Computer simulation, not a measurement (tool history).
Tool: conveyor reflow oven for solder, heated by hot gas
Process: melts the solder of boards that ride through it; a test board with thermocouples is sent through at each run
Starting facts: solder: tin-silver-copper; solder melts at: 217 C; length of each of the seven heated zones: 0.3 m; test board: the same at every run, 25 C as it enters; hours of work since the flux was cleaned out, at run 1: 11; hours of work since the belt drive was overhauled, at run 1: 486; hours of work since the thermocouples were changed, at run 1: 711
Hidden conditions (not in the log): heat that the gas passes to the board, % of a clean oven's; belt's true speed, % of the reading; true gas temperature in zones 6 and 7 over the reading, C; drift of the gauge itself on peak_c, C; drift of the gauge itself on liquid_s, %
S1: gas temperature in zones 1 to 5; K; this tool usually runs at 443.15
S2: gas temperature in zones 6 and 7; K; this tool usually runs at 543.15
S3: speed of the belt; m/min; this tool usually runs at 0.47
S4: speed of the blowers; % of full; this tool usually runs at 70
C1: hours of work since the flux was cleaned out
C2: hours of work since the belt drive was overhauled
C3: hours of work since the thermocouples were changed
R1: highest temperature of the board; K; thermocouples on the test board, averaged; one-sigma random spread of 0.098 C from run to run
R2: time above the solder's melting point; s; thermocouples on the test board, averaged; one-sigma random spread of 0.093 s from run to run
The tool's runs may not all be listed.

Run 1, hour 0: usual settings; C1 11; C2 486; C3 711. Result: R1 533.28 K, R2 62.64 s.
Run 2, hour 55.1: usual settings; C1 36; C2 511; C3 737. Result: R1 533.39 K, R2 62.69 s.
Run 3, hour 94: usual settings; C1 54; C2 529; C3 755. Result: R1 533.18 K, R2 62.65 s.
Run 4, hour 140.7: usual settings but S2 554.15 K; C1 75; C2 551; C3 776. Result: R1 543.54 K, R2 67.5 s.
Run 5, hour 165.5: usual settings but S2 554.15 K; C1 87; C2 562; C3 788. Result: R1 543.48 K, R2 67.57 s.
Run 6, hour 193.7: usual settings but S1 454.15 K, S2 554.15 K; C1 100; C2 575; C3 801. Result: R1 544.51 K, R2 71.39 s.
Run 7, hour 248: usual settings but S1 454.15 K, S2 554.15 K; C1 125; C2 600; C3 826. Result: R1 544.52 K, R2 71.27 s.
Run 8, hour 290.1: usual settings but S1 454.15 K, S2 539.15 K; C1 144; C2 620; C3 845. Result: R1 530.61 K, R2 65.1 s.
Run 9, hour 320.7: usual settings but S1 454.15 K, S2 539.15 K; C1 159; C2 634; C3 859. Result: R1 530.65 K, R2 65.14 s.
Run 10, hour 363.4: usual settings but S1 454.15 K, S2 539.15 K; C1 178; C2 653; C3 879. Result: R1 530.74 K, R2 65.08 s.
Run 11, hour 401.3: usual settings; C1 196; C2 671; C3 896. Result: R1 532.93 K, R2 62.44 s.
Run 12, hour 460.6: usual settings but S1 436.15 K, S2 551.15 K, S3 0.452 m/min, S4 56 % of full; C1 223; C2 698; C3 924. Result: R1 536.89 K, R2 64.82 s.
Run 13, hour 502.5: usual settings but S1 432.15 K, S2 551.15 K, S3 0.484 m/min, S4 60 % of full; C1 242; C2 718; C3 943. Result: R1 535.44 K, R2 58.07 s.
Run 14, hour 538.7: usual settings but S1 444.15 K, S2 551.15 K, S3 0.484 m/min, S4 76 % of full; C1 259; C2 734; C3 960. Result: R1 540.77 K, R2 64.98 s.
Run 15, hour 598.8: usual settings but S1 454.15 K, S2 557.15 K, S3 0.422 m/min; C1 287; C2 762; C3 988. Result: R1 549.79 K, R2 81.95 s.
Run 16, hour 650.3: usual settings but S2 544.15 K, S3 0.529 m/min; C1 311; C2 786; C3 1011. Result: R1 529.97 K, R2 53.19 s.
Run 17, hour 690.5: usual settings but S2 546.15 K, S3 0.415 m/min; C1 329; C2 804; C3 1030. Result: R1 538.62 K, R2 74.9 s.
At hour 723.1: flux residue cleaned out of gas plates and filters.
Run 18, hour 739.3: usual settings but S1 451.15 K, S2 546.15 K, S3 0.438 m/min; C1 7; C2 824; C3 1050. Result: R1 539.34 K, R2 73.49 s.
Run 19, hour 768.3: usual settings but S1 442.15 K, S2 535.15 K, S3 0.39 m/min; C1 21; C2 838; C3 1063. Result: R1 530.49 K, R2 75.61 s.
Run 20, hour 802.9: usual settings but S1 430.15 K; C1 37; C2 854; C3 1079. Result: R1 532.58 K, R2 58.7 s.
Run 21, hour 837.3: usual settings but S3 0.541 m/min, S4 85 % of full; C1 53; C2 870; C3 1095. Result: R1 533.16 K, R2 54.16 s.
At hour 868.8: thermocouples of zones 6 and 7 changed.
Run 22, hour 889.9: usual settings but S3 0.541 m/min, S4 85 % of full; C1 76; C2 893; C3 10. Result: R1 531.29 K, R2 53.68 s.

The logged runs with the hidden state left out (each run's random variation unchanged):
run      R1     R2
  1  532.33  61.83
  2  532.48   61.9
  3  532.32  61.89
  4  542.71  66.78
  5  542.66  66.85
  6  543.69  70.66
  7  543.75  70.54
  8  529.84  64.37
  9  529.89  64.43
 10  530.01  64.38
 11  532.31  61.83
 12  536.27   64.1
 13  535.02  57.54
 14  540.38  64.43
 15  549.13  81.01
 16  529.83  52.93
 17  538.05  74.21
 18  537.66  72.05
 19  528.82  73.86
 20  530.96  57.21
 21  531.67  52.96
 22  531.45  53.27

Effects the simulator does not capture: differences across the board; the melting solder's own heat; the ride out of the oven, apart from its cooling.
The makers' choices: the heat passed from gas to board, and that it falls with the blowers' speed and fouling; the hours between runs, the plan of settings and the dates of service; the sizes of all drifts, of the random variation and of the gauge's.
